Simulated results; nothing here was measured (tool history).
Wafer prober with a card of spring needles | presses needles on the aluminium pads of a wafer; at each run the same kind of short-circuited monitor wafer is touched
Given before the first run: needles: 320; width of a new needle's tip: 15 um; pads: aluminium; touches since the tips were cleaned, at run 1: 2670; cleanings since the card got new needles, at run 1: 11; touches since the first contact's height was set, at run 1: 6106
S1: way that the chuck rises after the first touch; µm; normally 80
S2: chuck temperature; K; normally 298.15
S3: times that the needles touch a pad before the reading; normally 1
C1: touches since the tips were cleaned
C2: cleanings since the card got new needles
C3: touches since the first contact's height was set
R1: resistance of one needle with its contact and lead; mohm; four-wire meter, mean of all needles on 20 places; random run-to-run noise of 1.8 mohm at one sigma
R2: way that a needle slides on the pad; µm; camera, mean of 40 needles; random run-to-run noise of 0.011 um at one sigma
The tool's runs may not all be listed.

| run | hour | S1 | S2 | S3 | C1 | C2 | C3 | R1 | R2 |
|---|---|---|---|---|---|---|---|---|---|
| 1 | 0.0 | 80 | 298.15 | 1 | 2670 | 11 | 6106 | 186 | 17.34 |
| 2 | 6.9 | 80 | 298.15 | 3 | 4176 | 11 | 7612 | 185 | 17.34 |
|  | 20.1 | tips cleaned on abrasive film |
| 3 | 20.3 | 80 | 298.15 | 3 | 43 | 12 | 10475 | 186 | 17.33 |
| 4 | 28.2 | 80 | 298.15 | 3 | 1760 | 12 | 12192 | 187 | 17.37 |
| 5 | 36.3 | 80 | 298.15 | 3 | 3521 | 12 | 13953 | 184 | 17.38 |
| 6 | 48.5 | 80 | 298.15 | 2 | 6167 | 12 | 16599 | 183 | 17.41 |
|  | 52.1 | tips cleaned on abrasive film |
| 7 | 56.0 | 80 | 298.15 | 2 | 843 | 13 | 18197 | 184 | 17.39 |
| 8 | 62.5 | 80 | 298.15 | 2 | 2262 | 13 | 19616 | 186 | 17.42 |
| 9 | 75.5 | 65 | 298.15 | 1 | 5083 | 13 | 22437 | 188 | 14.18 |
|  | 84.5 | tips cleaned on abrasive film |
| 10 | 86.2 | 65 | 298.15 | 1 | 383 | 14 | 24737 | 189 | 14.19 |
| 11 | 96.3 | 80 | 298.15 | 1 | 2562 | 14 | 26916 | 186 | 17.46 |
| 12 | 103.3 | 80 | 298.15 | 1 | 4088 | 14 | 28442 | 185 | 17.48 |
| 13 | 114.2 | 62 | 298.15 | 1 | 6439 | 14 | 30793 | 187 | 13.58 |
|  | 116.7 | tips cleaned on abrasive film |
| 14 | 127.0 | 66 | 324.15 | 1 | 2230 | 15 | 33549 | 190 | 14.47 |
| 15 | 133.1 | 99 | 348.15 | 2 | 3553 | 15 | 34872 | 192 | 21.70 |
| 16 | 141.0 | 86 | 298.15 | 1 | 5257 | 15 | 36576 | 183 | 18.86 |
|  | 148.6 | tips cleaned on abrasive film |
| 17 | 148.6 | 80 | 298.15 | 1 | 0 | 16 | 38218 | 186 | 17.58 |
| 18 | 160.8 | 80 | 298.15 | 1 | 2637 | 16 | 40855 | 186 | 17.58 |
| 19 | 169.4 | 80 | 298.15 | 1 | 4510 | 16 | 42728 | 188 | 17.61 |
| 20 | 176.1 | 80 | 304.15 | 2 | 5954 | 16 | 44172 | 189 | 17.63 |
|  | 180.9 | tips cleaned on abrasive film |
| 21 | 185.5 | 80 | 304.15 | 2 | 985 | 17 | 46178 | 188 | 17.60 |
| 22 | 197.4 | 80 | 304.15 | 2 | 3582 | 17 | 48775 | 191 | 17.65 |
| 23 | 206.3 | 80 | 304.15 | 2 | 5496 | 17 | 50689 | 184 | 17.67 |

Alternative continuations, all from the tool just after run 23; predict every row:
| A | 212.1 | 95 | 353.15 | 2 | 6759 | 17 | 51952 | ? | ? |
| B | 212.1 | 95 | 298.15 | 1 | 6759 | 17 | 51952 | ? | ? |
| C | 212.1 | 61 | 298.15 | 1 | 6759 | 17 | 51952 | ? | ? |
| D | 212.1 | 73 | 298.15 | 1 | 6759 | 17 | 51952 | ? | ? |

| run | R1 | R2 |
|---|---|---|
| A | 192 | 20.98 |
| B | 188 | 21.01 |
| C | 188 | 13.49 |
| D | 185 | 16.15 |
What these runs would have given with no unlogged condition in the tool:
| run | R1 | R2 |
|---|---|---|
| A | 191 | 20.57 |
| B | 187 | 20.60 |
| C | 187 | 13.22 |
| D | 185 | 15.84 |
